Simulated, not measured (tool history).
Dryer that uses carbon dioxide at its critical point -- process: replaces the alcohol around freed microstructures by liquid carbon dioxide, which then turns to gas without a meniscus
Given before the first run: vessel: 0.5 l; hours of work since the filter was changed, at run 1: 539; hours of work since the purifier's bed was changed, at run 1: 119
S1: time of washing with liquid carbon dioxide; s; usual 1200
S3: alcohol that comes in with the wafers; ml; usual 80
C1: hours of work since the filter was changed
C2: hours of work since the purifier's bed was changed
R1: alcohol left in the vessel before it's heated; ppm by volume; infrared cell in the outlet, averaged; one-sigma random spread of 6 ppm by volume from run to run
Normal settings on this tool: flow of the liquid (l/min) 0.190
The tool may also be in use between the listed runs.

run 1 hour=0.0 | S1=1200 flow_of_the_liquid_(l/min)=0.190 S3=80 | C1=539 C2=119 | R1=451
run 2 hour=6.5 | S1=1020 flow_of_the_liquid_(l/min)=0.190 S3=80 | C1=542 C2=121 | R1=1135
run 3 hour=13.5 | S1=1200 flow_of_the_liquid_(l/min)=0.190 S3=80 | C1=544 C2=123 | R1=463
run 4 hour=18.3 | S1=1200 flow_of_the_liquid_(l/min)=0.190 S3=80 | C1=546 C2=125 | R1=472
run 5 hour=27.8 | S1=1200 flow_of_the_liquid_(l/min)=0.190 S3=80 | C1=549 C2=128 | R1=465
run 6 hour=33.1 | S1=1200 flow_of_the_liquid_(l/min)=0.190 S3=80 | C1=551 C2=130 | R1=469
run 7 hour=38.0 | S1=1200 flow_of_the_liquid_(l/min)=0.190 S3=80 | C1=553 C2=132 | R1=461
run 8 hour=48.7 | S1=1200 flow_of_the_liquid_(l/min)=0.190 S3=80 | C1=556 C2=135 | R1=465
run 9 hour=57.2 | S1=1200 flow_of_the_liquid_(l/min)=0.190 S3=80 | C1=559 C2=138 | R1=466
run 10 hour=65.9 | S1=1200 flow_of_the_liquid_(l/min)=0.190 S3=80 | C1=562 C2=141 | R1=474
run 11 hour=73.9 | S1=1200 flow_of_the_liquid_(l/min)=0.190 S3=80 | C1=565 C2=144 | R1=482
run 12 hour=82.7 | S1=1200 flow_of_the_liquid_(l/min)=0.190 S3=80 | C1=568 C2=147 | R1=493
run 13 hour=89.5 | S1=1200 flow_of_the_liquid_(l/min)=0.190 S3=80 | C1=571 C2=150 | R1=477
run 14 hour=98.9 | S1=1200 flow_of_the_liquid_(l/min)=0.190 S3=80 | C1=574 C2=153 | R1=487
run 15 hour=108.0 | S1=1200 flow_of_the_liquid_(l/min)=0.190 S3=80 | C1=577 C2=156 | R1=484
run 16 hour=112.7 | S1=1200 flow_of_the_liquid_(l/min)=0.190 S3=80 | C1=579 C2=158 | R1=489
run 17 hour=121.4 | S1=1200 flow_of_the_liquid_(l/min)=0.190 S3=80 | C1=582 C2=161 | R1=477
-- hour=128.1 inlet filter changed
run 18 hour=129.1 | S1=1200 flow_of_the_liquid_(l/min)=0.190 S3=80 | C1=0 C2=163 | R1=237
run 19 hour=134.8 | S1=1200 flow_of_the_liquid_(l/min)=0.190 S3=80 | C1=2 C2=165 | R1=251
run 20 hour=140.6 | S1=1200 flow_of_the_liquid_(l/min)=0.190 S3=80 | C1=4 C2=167 | R1=244
run 21 hour=148.6 | S1=1200 flow_of_the_liquid_(l/min)=0.190 S3=110 | C1=7 C2=170 | R1=338
run 22 hour=157.6 | S1=1200 flow_of_the_liquid_(l/min)=0.190 S3=110 | C1=10 C2=173 | R1=333
run 23 hour=163.7 | S1=1200 flow_of_the_liquid_(l/min)=0.190 S3=110 | C1=12 C2=175 | R1=322
run 24 hour=173.2 | S1=1200 flow_of_the_liquid_(l/min)=0.190 S3=87 | C1=16 C2=178 | R1=265
run 25 hour=178.5 | S1=1200 flow_of_the_liquid_(l/min)=0.142 S3=57 | C1=17 C2=180 | R1=864
run 26 hour=186.3 | S1=1200 flow_of_the_liquid_(l/min)=0.142 S3=57 | C1=20 C2=183 | R1=843
run 27 hour=196.4 | S1=960 flow_of_the_liquid_(l/min)=0.130 S3=80 | C1=24 C2=186 | R1=4347
run 28 hour=201.1 | S1=1320 flow_of_the_liquid_(l/min)=0.130 S3=80 | C1=25 C2=188 | R1=1125
run 29 hour=211.9 | S1=900 flow_of_the_liquid_(l/min)=0.190 S3=63 | C1=29 C2=192 | R1=988
run 30 hour=217.7 | S1=840 flow_of_the_liquid_(l/min)=0.190 S3=80 | C1=31 C2=194 | R1=1753
run 31 hour=224.3 | S1=900 flow_of_the_liquid_(l/min)=0.254 S3=31 | C1=33 C2=196 | R1=117
run 32 hour=230.1 | S1=1140 flow_of_the_liquid_(l/min)=0.233 S3=80 | C1=35 C2=198 | R1=104
run 33 hour=234.7 | S1=1140 flow_of_the_liquid_(l/min)=0.152 S3=85 | C1=37 C2=200 | R1=1179
run 34 hour=245.2 | S1=1500 flow_of_the_liquid_(l/min)=0.322 S3=41 | C1=41 C2=203 | R1=18
run 35 hour=252.2 | S1=1380 flow_of_the_liquid_(l/min)=0.199 S3=70 | C1=43 C2=206 | R1=66
run 36 hour=257.6 | S1=1380 flow_of_the_liquid_(l/min)=0.199 S3=70 | C1=45 C2=207 | R1=71
run 37 hour=264.1 | S1=1440 flow_of_the_liquid_(l/min)=0.263 S3=30 | C1=47 C2=210 | R1=7
run 38 hour=270.3 | S1=1200 flow_of_the_liquid_(l/min)=0.190 S3=95 | C1=49 C2=212 | R1=319
run 39 hour=277.5 | S1=1560 flow_of_the_liquid_(l/min)=0.209 S3=95 | C1=52 C2=214 | R1=32
run 40 hour=288.1 | S1=1200 flow_of_the_liquid_(l/min)=0.133 S3=45 | C1=55 C2=218 | R1=913
run 41 hour=294.5 | S1=1200 flow_of_the_liquid_(l/min)=0.139 S3=45 | C1=58 C2=220 | R1=748
run 42 hour=301.3 | S1=1140 flow_of_the_liquid_(l/min)=0.210 S3=29 | C1=60 C2=223 | R1=80
run 43 hour=308.7 | S1=1200 flow_of_the_liquid_(l/min)=0.190 S3=38 | C1=63 C2=225 | R1=134
run 44 hour=313.2 | S1=1860 flow_of_the_liquid_(l/min)=0.195 S3=80 | C1=64 C2=227 | R1=31
run 45 hour=322.2 | S1=1860 flow_of_the_liquid_(l/min)=0.229 S3=35 | C1=67 C2=230 | R1=17
run 46 hour=330.9 | S1=1020 flow_of_the_liquid_(l/min)=0.229 S3=43 | C1=70 C2=233 | R1=143
run 47 hour=341.3 | S1=1020 flow_of_the_liquid_(l/min)=0.229 S3=43 | C1=74 C2=236 | R1=142

3 ways to go on from here, each from the tool as it stands after run 47. What would each give?
run A hour=348.7 | S1=1020 flow_of_the_liquid_(l/min)=0.223 S3=24 | C1=76 C2=239 | R1=?
run B hour=348.7 | S1=900 flow_of_the_liquid_(l/min)=0.238 S3=25 | C1=76 C2=239 | R1=?
run C hour=348.7 | S1=720 flow_of_the_liquid_(l/min)=0.229 S3=43 | C1=76 C2=239 | R1=?

run=A R1=104
run=B R1=144
run=C R1=890
With no hidden state in the tool, these same runs would have given:
run=A R1=83
run=B R1=117
run=C R1=787

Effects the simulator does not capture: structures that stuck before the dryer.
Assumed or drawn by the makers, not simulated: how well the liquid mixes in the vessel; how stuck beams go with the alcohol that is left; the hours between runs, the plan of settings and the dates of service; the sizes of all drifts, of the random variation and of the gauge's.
